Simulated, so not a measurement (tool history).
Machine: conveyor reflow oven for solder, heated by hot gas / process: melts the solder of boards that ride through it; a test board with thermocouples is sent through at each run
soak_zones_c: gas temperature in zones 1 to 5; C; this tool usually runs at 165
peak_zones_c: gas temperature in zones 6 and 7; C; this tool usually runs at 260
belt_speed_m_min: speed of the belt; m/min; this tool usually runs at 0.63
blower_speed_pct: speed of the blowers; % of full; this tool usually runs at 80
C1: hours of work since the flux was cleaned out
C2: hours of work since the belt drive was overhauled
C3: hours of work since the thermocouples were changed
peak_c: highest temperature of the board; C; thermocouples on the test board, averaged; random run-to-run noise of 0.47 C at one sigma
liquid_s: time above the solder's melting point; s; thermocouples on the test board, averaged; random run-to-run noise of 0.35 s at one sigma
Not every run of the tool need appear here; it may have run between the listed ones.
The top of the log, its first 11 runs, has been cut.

Run 12, hour 119.4: usual settings; C1 19; C2 122; C3 301. Result: peak_c 248.6 C, liquid_s 47 s.
Run 13, hour 127.4: usual settings; C1 23; C2 126; C3 304. Result: peak_c 250 C, liquid_s 46.5 s.
Run 14, hour 144: usual settings; C1 30; C2 133; C3 312. Result: peak_c 248 C, liquid_s 46 s.
Run 15, hour 152.7: usual settings; C1 34; C2 137; C3 316. Result: peak_c 248.5 C, liquid_s 46.5 s.
Run 16, hour 162.3: usual settings; C1 38; C2 142; C3 320. Result: peak_c 248.7 C, liquid_s 46.8 s.
Run 17, hour 169.1: usual settings; C1 42; C2 145; C3 323. Result: peak_c 248.4 C, liquid_s 46.7 s.
Run 18, hour 185.7: usual settings; C1 49; C2 152; C3 331. Result: peak_c 248.6 C, liquid_s 46.6 s.
Run 19, hour 197.8: usual settings; C1 55; C2 158; C3 336. Result: peak_c 249.4 C, liquid_s 47 s.
Run 20, hour 205: usual settings but soak_zones_c 154 C, peak_zones_c 259 C, belt_speed_m_min 0.707 m/min, blower_speed_pct 78 % of full; C1 58; C2 161; C3 339. Result: peak_c 241.7 C, liquid_s 33.5 s.
Run 21, hour 213.7: usual settings but soak_zones_c 160 C, peak_zones_c 270 C, belt_speed_m_min 0.722 m/min, blower_speed_pct 56 % of full; C1 62; C2 165; C3 343. Result: peak_c 245.3 C, liquid_s 35.2 s.
Run 22, hour 222.3: usual settings but soak_zones_c 164 C, peak_zones_c 275 C, blower_speed_pct 51 % of full; C1 66; C2 169; C3 347. Result: peak_c 254.7 C, liquid_s 48.1 s.

Run 23 is up next; what results do you expect?
At hour 227.2: belt drive overhauled, speed set with a stopwatch.
Run 23, hour 241: usual settings but peak_zones_c 261 C, belt_speed_m_min 0.742 m/min; C1 72; C2 6; C3 354. Result: peak_c ?, liquid_s ?.

{"run 23": {"peak_c": 244.3, "liquid_s": 35.7}}
If the tool had no hidden condition, the same run with the same run-to-run variation would have returned peak_c 245.5 C, liquid_s 36.5 s.

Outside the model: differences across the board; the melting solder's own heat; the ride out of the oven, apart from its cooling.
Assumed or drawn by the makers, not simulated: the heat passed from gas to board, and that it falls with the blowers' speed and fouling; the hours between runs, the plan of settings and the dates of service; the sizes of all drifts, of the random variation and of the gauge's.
